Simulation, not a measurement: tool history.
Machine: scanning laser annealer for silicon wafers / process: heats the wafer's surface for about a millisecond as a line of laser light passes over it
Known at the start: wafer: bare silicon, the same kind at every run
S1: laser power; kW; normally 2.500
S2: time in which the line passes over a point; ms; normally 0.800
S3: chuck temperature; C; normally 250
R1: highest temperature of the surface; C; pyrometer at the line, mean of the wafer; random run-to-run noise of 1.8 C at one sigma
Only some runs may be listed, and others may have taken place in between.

Run 1, hour 0.0: usual settings. Result: R1 1009 C.
Run 2, hour 46.4: usual settings. Result: R1 1006 C.
Run 3, hour 79.6: usual settings. Result: R1 1006 C.
Run 4, hour 112.9: usual settings. Result: R1 1001 C.
Run 5, hour 193.1: usual settings. Result: R1 1003 C.
Run 6, hour 230.6: usual settings. Result: R1 999 C.
Run 7, hour 279.7: usual settings but S3 266 C. Result: R1 1017 C.
Run 8, hour 314.1: usual settings but S3 266 C. Result: R1 1017 C.
At hour 351.0: window over the wafer cleaned.
Run 9, hour 370.7: usual settings. Result: R1 1022 C.
Run 10, hour 445.3: usual settings. Result: R1 1021 C.
Run 11, hour 523.4: usual settings. Result: R1 1019 C.
Run 12, hour 592.9: usual settings. Result: R1 1017 C.
Run 13, hour 645.5: usual settings. Result: R1 1014 C.
Run 14, hour 706.2: usual settings. Result: R1 1013 C.
Run 15, hour 762.4: usual settings. Result: R1 1013 C.
Run 16, hour 832.0: usual settings. Result: R1 1006 C.
Run 17, hour 883.0: usual settings. Result: R1 1009 C.
Run 18, hour 948.3: usual settings but S1 2.397 kW. Result: R1 969 C.
Run 19, hour 1018.9: usual settings but S1 2.397 kW, S2 0.791 ms. Result: R1 962 C.
Run 20, hour 1077.8: usual settings. Result: R1 1004 C.
Run 21, hour 1127.2: usual settings. Result: R1 999 C.
Run 22, hour 1186.6: usual settings but S1 2.381 kW. Result: R1 957 C.
Run 23, hour 1228.7: usual settings but S2 0.819 ms, S3 251 C. Result: R1 1009 C.
Run 24, hour 1268.8: usual settings but S2 0.819 ms, S3 251 C. Result: R1 1006 C.
Run 25, hour 1318.6: usual settings but S1 2.662 kW, S2 0.732 ms, S3 275 C. Result: R1 1042 C.
Run 26, hour 1369.9: usual settings but S1 2.319 kW, S2 0.966 ms, S3 239 C. Result: R1 991 C.
Run 27, hour 1408.0: usual settings but S1 2.319 kW, S2 0.629 ms, S3 221 C. Result: R1 818 C.
At hour 1464.9: window over the wafer cleaned.
Run 28, hour 1464.9: usual settings but S3 252 C. Result: R1 1018 C.
Run 29, hour 1534.1: usual settings but S1 2.147 kW, S2 0.914 ms, S3 288 C. Result: R1 970 C.
Run 30, hour 1610.2: usual settings but S1 2.229 kW, S2 0.914 ms, S3 265 C. Result: R1 973 C.
Run 31, hour 1680.5: usual settings but S1 2.367 kW, S2 0.885 ms, S3 280 C. Result: R1 1029 C.
Run 32, hour 1715.3: usual settings but S1 2.367 kW, S2 0.936 ms, S3 271 C. Result: R1 1046 C.
Run 33, hour 1789.8: usual settings but S1 2.628 kW, S2 0.784 ms, S3 212 C. Result: R1 1005 C.
Run 34, hour 1830.4: usual settings but S1 2.231 kW, S2 0.745 ms, S3 222 C. Result: R1 854 C.
Run 35, hour 1868.8: usual settings but S1 2.231 kW, S2 0.745 ms, S3 222 C. Result: R1 854 C.
Run 36, hour 1915.8: usual settings but S1 2.231 kW, S2 0.979 ms, S3 241 C. Result: R1 968 C.
At hour 1950.5: optics aligned, line set to its width.
Run 37, hour 1963.5: usual settings but S1 2.469 kW, S2 0.979 ms, S3 236 C. Result: R1 1078 C.
Run 38, hour 1999.4: usual settings but S1 2.469 kW, S2 0.979 ms, S3 236 C. Result: R1 1079 C.
Run 39, hour 2047.4: usual settings but S1 2.469 kW, S2 0.979 ms, S3 236 C. Result: R1 1075 C.
Run 40, hour 2112.9: usual settings but S2 0.651 ms, S3 262 C. Result: R1 945 C.
Run 41, hour 2187.4: usual settings but S2 0.641 ms, S3 247 C. Result: R1 920 C.

Measured less the same run without the tool's hidden state. The same run-to-run variation is in both; the gauge's scatter may not be:
Hidden conditions of the tool in this case: light that passes the window, % of a clean one's; laser's true power over the reading, %; width of the line over the set one, %; drift of the gauge itself on peak_c, C.
run   R1
  1  -27
  2  -29
  3  -29
  4  -31
  5  -33
  6  -34
  7  -35
  8  -37
  9  -14
 10  -16
 11  -18
 12  -20
 13  -21
 14  -23
 15  -25
 16  -27
 17  -28
 18  -29
 19  -30
 20  -35
 21  -36
 22  -35
 23  -39
 24  -40
 25  -42
 26  -43
 27  -36
 28  -22
 29  -21
 30  -25
 31  -27
 32  -29
 33  -32
 34  -27
 35  -28
 36  -34
 37  -20
 38  -22
 39  -24
 40  -20
 41  -23
